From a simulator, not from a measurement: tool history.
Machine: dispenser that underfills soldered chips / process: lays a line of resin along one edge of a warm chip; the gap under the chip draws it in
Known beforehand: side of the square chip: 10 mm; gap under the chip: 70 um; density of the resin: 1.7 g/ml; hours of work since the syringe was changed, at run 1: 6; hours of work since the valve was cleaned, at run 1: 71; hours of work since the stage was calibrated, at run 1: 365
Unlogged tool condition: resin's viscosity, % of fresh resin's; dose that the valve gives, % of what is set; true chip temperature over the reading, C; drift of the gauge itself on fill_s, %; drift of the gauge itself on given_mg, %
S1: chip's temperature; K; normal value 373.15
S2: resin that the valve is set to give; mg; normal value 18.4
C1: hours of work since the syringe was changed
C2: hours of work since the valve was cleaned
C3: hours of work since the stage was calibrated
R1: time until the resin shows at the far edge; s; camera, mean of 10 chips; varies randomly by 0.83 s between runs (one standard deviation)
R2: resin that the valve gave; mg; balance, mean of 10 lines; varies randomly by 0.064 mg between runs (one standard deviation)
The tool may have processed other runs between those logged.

run 1 hour=0.0 | S1=373.15 S2=18.4 | C1=6 C2=71 C3=365 | R1=144.6 R2=17.73
-- hour=5.9 new syringe of resin
run 2 hour=7.3 | S1=373.15 S2=18.4 | C1=1 C2=76 C3=369 | R1=89.6 R2=17.75
-- hour=20.6 new syringe of resin
run 3 hour=20.6 | S1=373.15 S2=18.4 | C1=0 C2=85 C3=378 | R1=80.3 R2=17.61
-- hour=26.1 dispensing valve cleaned and set on the balance
run 4 hour=30.0 | S1=373.15 S2=15.9 | C1=6 C2=3 C3=383 | R1=142.5 R2=15.82
-- hour=36.8 new syringe of resin
run 5 hour=45.4 | S1=373.15 S2=22.7 | C1=6 C2=13 C3=393 | R1=135.2 R2=22.55
-- hour=51.4 new syringe of resin
run 6 hour=54.5 | S1=373.15 S2=19.5 | C1=2 C2=18 C3=399 | R1=101.1 R2=19.30
run 7 hour=63.0 | S1=383.15 S2=18.4 | C1=8 C2=24 C3=405 | R1=111.1 R2=18.23
-- hour=66.8 new syringe of resin
run 8 hour=79.3 | S1=373.15 S2=18.4 | C1=8 C2=35 C3=415 | R1=174.8 R2=18.10
-- hour=81.9 new syringe of resin
run 9 hour=90.4 | S1=373.15 S2=18.4 | C1=6 C2=42 C3=423 | R1=137.0 R2=18.05
-- hour=97.0 new syringe of resin
run 10 hour=106.2 | S1=373.15 S2=18.4 | C1=6 C2=52 C3=433 | R1=143.0 R2=17.89
-- hour=112.1 new syringe of resin
run 11 hour=114.0 | S1=373.15 S2=18.4 | C1=1 C2=57 C3=438 | R1=93.9 R2=18.06
run 12 hour=121.9 | S1=373.15 S2=18.4 | C1=6 C2=62 C3=443 | R1=151.8 R2=17.89
-- hour=126.5 new syringe of resin
run 13 hour=138.4 | S1=373.15 S2=18.4 | C1=8 C2=73 C3=454 | R1=172.0 R2=17.89
-- hour=141.3 new syringe of resin
run 14 hour=152.1 | S1=373.15 S2=18.4 | C1=7 C2=82 C3=463 | R1=156.5 R2=17.80
-- hour=156.5 new syringe of resin
-- hour=162.9 dispensing valve cleaned and set on the balance
run 15 hour=166.7 | S1=373.15 S2=17.6 | C1=6 C2=3 C3=471 | R1=145.4 R2=17.62
-- hour=172.4 new syringe of resin
run 16 hour=176.8 | S1=373.15 S2=16.0 | C1=3 C2=9 C3=478 | R1=109.9 R2=15.97
-- hour=186.9 new syringe of resin
run 17 hour=191.6 | S1=373.15 S2=16.0 | C1=3 C2=19 C3=487 | R1=116.1 R2=15.84
-- hour=202.2 new syringe of resin
run 18 hour=204.7 | S1=373.15 S2=23.6 | C1=2 C2=27 C3=496 | R1=96.5 R2=23.38
-- hour=217.7 new syringe of resin
run 19 hour=218.1 | S1=370.15 S2=22.3 | C1=0 C2=36 C3=505 | R1=95.7 R2=22.12
run 20 hour=226.3 | S1=370.15 S2=22.3 | C1=6 C2=41 C3=510 | R1=154.8 R2=22.06
-- hour=232.8 new syringe of resin
run 21 hour=241.4 | S1=370.15 S2=22.3 | C1=6 C2=51 C3=520 | R1=156.5 R2=21.92
-- hour=247.4 new syringe of resin
run 22 hour=253.1 | S1=373.15 S2=17.0 | C1=4 C2=58 C3=527 | R1=122.2 R2=16.63
-- hour=262.4 new syringe of resin
run 23 hour=269.0 | S1=374.15 S2=23.4 | C1=4 C2=69 C3=538 | R1=120.7 R2=22.84
-- hour=276.8 new syringe of resin
run 24 hour=284.2 | S1=376.15 S2=19.0 | C1=5 C2=79 C3=548 | R1=118.0 R2=18.49
-- hour=292.3 new syringe of resin
-- hour=299.4 dispensing valve cleaned and set on the balance
run 25 hour=301.9 | S1=376.15 S2=19.0 | C1=6 C2=2 C3=558 | R1=127.0 R2=18.93
-- hour=308.3 new syringe of resin
run 26 hour=313.5 | S1=362.15 S2=19.8 | C1=3 C2=9 C3=566 | R1=185.0 R2=19.65
-- hour=323.1 new syringe of resin
run 27 hour=323.1 | S1=362.15 S2=19.8 | C1=0 C2=15 C3=572 | R1=132.6 R2=19.73
run 28 hour=334.8 | S1=362.15 S2=18.9 | C1=8 C2=23 C3=580 | R1=268.1 R2=18.56
-- hour=338.7 new syringe of resin
run 29 hour=345.4 | S1=378.15 S2=22.4 | C1=4 C2=30 C3=587 | R1=102.6 R2=22.02
-- hour=353.5 new syringe of resin
run 30 hour=355.3 | S1=365.15 S2=16.8 | C1=1 C2=36 C3=593 | R1=130.8 R2=16.54
-- hour=366.3 stage's temperature calibrated
-- hour=369.4 new syringe of resin
run 31 hour=371.0 | S1=388.15 S2=20.2 | C1=1 C2=46 C3=3 | R1=47.3 R2=19.67
run 32 hour=381.8 | S1=388.15 S2=20.2 | C1=8 C2=53 C3=10 | R1=89.6 R2=19.63
-- hour=384.2 new syringe of resin
run 33 hour=392.3 | S1=361.15 S2=17.1 | C1=5 C2=60 C3=17 | R1=208.1 R2=16.68
-- hour=398.7 new syringe of resin
run 34 hour=408.6 | S1=385.15 S2=22.0 | C1=7 C2=70 C3=27 | R1=85.8 R2=21.27

4 ways to go on from here, each from the tool as it stands after run 34. What would each give?
-- hour=413.2 new syringe of resin
run A hour=425.2 | S1=373.15 S2=15.6 | C1=8 C2=81 C3=38 | R1=? R2=?
-- hour=413.2 new syringe of resin
run B hour=425.2 | S1=378.15 S2=17.5 | C1=8 C2=81 C3=38 | R1=? R2=?
-- hour=413.2 new syringe of resin
run C hour=425.2 | S1=380.15 S2=18.4 | C1=8 C2=81 C3=38 | R1=? R2=?
-- hour=413.2 new syringe of resin
run D hour=425.2 | S1=382.15 S2=23.9 | C1=8 C2=81 C3=38 | R1=? R2=?

run=A R1=164.2 R2=15.08
run=B R1=131.7 R2=16.79
run=C R1=119.8 R2=17.62
run=D R1=110.3 R2=22.99
With no hidden state in the tool, these same runs would have given:
run=A R1=78.6 R2=15.67
run=B R1=63.7 R2=17.44
run=C R1=57.6 R2=18.31
run=D R1=53.3 R2=23.88
